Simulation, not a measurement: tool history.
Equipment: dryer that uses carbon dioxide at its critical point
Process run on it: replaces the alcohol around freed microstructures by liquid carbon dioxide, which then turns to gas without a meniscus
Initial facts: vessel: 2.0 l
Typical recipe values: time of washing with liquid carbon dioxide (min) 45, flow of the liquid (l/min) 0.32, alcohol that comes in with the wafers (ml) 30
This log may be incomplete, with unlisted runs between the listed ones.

| run | hour | time of washing with liquid carbon dioxide (min) | flow of the liquid (l/min) | alcohol that comes in with the wafers (ml) | alcohol left in the vessel before it's heated (ppm by volume) |
|---|---|---|---|---|---|
| 1 | 0 | 45 | 0.32 | 30 | 274 |
| 2 | 37.2 | 45 | 0.32 | 84 | 82 |
| 3 | 80.3 | 45 | 0.32 | 84 | 115 |
| 4 | 117.9 | 45 | 0.32 | 84 | 122 |
| 5 | 147.2 | 45 | 0.486 | 84 | 41 |
| 6 | 190.8 | 45 | 0.486 | 84 | 58 |
| 7 | 224.9 | 45 | 0.486 | 84 | 72 |
| 8 | 246.1 | 45 | 0.486 | 84 | 65 |
| 9 | 269.1 | 45 | 0.32 | 30 | 112 |
| 10 | 289.5 | 48 | 0.32 | 30 | 96 |
| 11 | 330 | 48 | 0.32 | 30 | 111 |
| 12 | 362.4 | 45 | 0.32 | 30 | 146 |
| 13 | 407 | 45 | 0.32 | 30 | 132 |
| 14 | 439.4 | 34 | 0.32 | 30 | 206 |
| 15 | 474.8 | 34 | 0.32 | 30 | 206 |
| 16 | 515.5 | 48 | 0.32 | 30 | 161 |
| 17 | 535.6 | 48 | 0.32 | 30 | 151 |
| 18 | 576 | 48 | 0.32 | 30 | 168 |
| 19 | 606.4 | 45 | 0.32 | 119 | 236 |
| 20 | 631.2 | 45 | 0.32 | 119 | 248 |
| 21 | 676.6 | 45 | 0.32 | 119 | 257 |
| 22 | 701.3 | 45 | 0.32 | 119 | 261 |
| 23 | 728.4 | 45 | 0.35 | 30 | 209 |
| 24 | 751.7 | 54 | 0.398 | 22 | 198 |
| 25 | 775.1 | 42 | 0.306 | 37 | 258 |
| 26 | 803.7 | 42 | 0.306 | 37 | 274 |
| 27 | 827.1 | 45 | 0.32 | 119 | 300 |
| 28 | 869.2 | 45 | 0.265 | 22 | 285 |
| 29 | 896.4 | 46 | 0.317 | 23 | 251 |
| 30 | 935.6 | 32 | 0.194 | 92 | 3380 |
| 31 | 968 | 45 | 0.244 | 30 | 376 |
| 32 | 997.4 | 45 | 0.244 | 30 | 384 |
| 33 | 1025.4 | 34 | 0.321 | 30 | 420 |
| 34 | 1071.2 | 36 | 0.324 | 41 | 132 |
| 35 | 1098.5 | 45 | 0.308 | 53 | 82 |
| 36 | 1125.6 | 32 | 0.441 | 30 | 54 |
| 37 | 1170.3 | 32 | 0.441 | 73 | 101 |
| 38 | 1195.1 | 42 | 0.319 | 116 | 207 |
| 39 | 1227.7 | 45 | 0.199 | 30 | 402 |
| 40 | 1249.1 | 45 | 0.199 | 30 | 421 |
| 41 | 1294.5 | 63 | 0.4 | 25 | 77 |
| 42 | 1317.6 | 32 | 0.312 | 85 | 668 |
| 43 | 1348 | 34 | 0.32 | 47 | 317 |

Taken out of this log: 3 entries between the listed runs. Where each belongs, and how the hidden state differs across it:
Runs 1 to 2: purifier's bed changed (hour 13.5)
  flow that reaches the vessel past the clogged filter, %: 90.2 -> 89.8; alcohol in the recycled carbon dioxide, ppm: 259.8 -> 12.8
  measured value less the no-hidden-state value, alcohol left in the vessel before it's heated (ppm by volume): +266 -> +48
Runs 12 to 13: inlet filter changed (hour 404.4)
  flow that reaches the vessel past the clogged filter, %: 85.6 -> 99.7; alcohol in the recycled carbon dioxide, ppm: 103.3 -> 114.8
  measured value less the no-hidden-state value, alcohol left in the vessel before it's heated (ppm by volume): +123 -> +112
Runs 33 to 34: purifier's bed changed (hour 1037.8)
  flow that reaches the vessel past the clogged filter, %: 91.9 -> 91.4; alcohol in the recycled carbon dioxide, ppm: 283 -> 14.7
  measured value less the no-hidden-state value, alcohol left in the vessel before it's heated (ppm by volume): +331 -> +54
